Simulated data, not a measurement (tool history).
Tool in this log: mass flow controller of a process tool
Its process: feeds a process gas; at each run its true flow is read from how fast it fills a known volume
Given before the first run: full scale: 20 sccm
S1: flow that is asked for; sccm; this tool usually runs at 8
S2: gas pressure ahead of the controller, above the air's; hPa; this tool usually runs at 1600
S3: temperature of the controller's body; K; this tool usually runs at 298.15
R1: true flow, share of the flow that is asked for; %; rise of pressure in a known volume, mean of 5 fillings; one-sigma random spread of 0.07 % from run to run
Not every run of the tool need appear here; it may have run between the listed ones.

run,day,S1,S2,S3,R1
1,0,8,1600,298.15,98.8
2,3.183,8,1600,298.15,98.78
3,6.146,8,1600,298.15,98.78
4,9.254,8,1600,298.15,98.71
5,12.275,8,2310,298.15,98.73
6,14.346,8,2310,298.15,98.71
7,16.838,8,2310,298.15,98.68
8,19.783,8,2310,298.15,98.81
9,21.817,8,2310,297.15,98.72
10,23.579,8,2310,297.15,98.76
11,26.362,13,1600,298.15,99.07
12,29.475,8,1600,298.15,98.8
13,32.125,8,1600,298.15,98.81
14,34.362,8,1600,298.15,98.87
15,35.712,12,2470,293.15,99.13
16,38.738,8,1600,312.15,98.43
17,41.704,13,1600,294.15,99.28
18,44.338,15,2400,310.15,98.84
19,45.646,8,1510,298.15,99.02
20,48.479,5,1820,305.15,98.77
21,51.508,2,1600,294.15,101.08
22,54.554,3,2120,309.15,99.53
23,57.312,8,2750,307.15,98.58
24,60.208,3,2720,310.15,99.5
25,62.679,5,2390,312.15,98.74
26,65.871,5,2590,298.15,99.09
27,67.758,6,2590,308.15,98.71
28,70.508,6,2590,308.15,98.73

Branching from run 28: 3 alternative next runs. What would each branch give?
A,72.588,8,2550,298.15,?
B,72.588,3,2590,308.15,?
C,72.588,19,1500,308.15,?

run,R1
A,98.85
B,99.75
C,99.41
Had the tool no hidden state, the same runs would have come out as:
run,R1
A,98.57
B,97.69
C,99.74
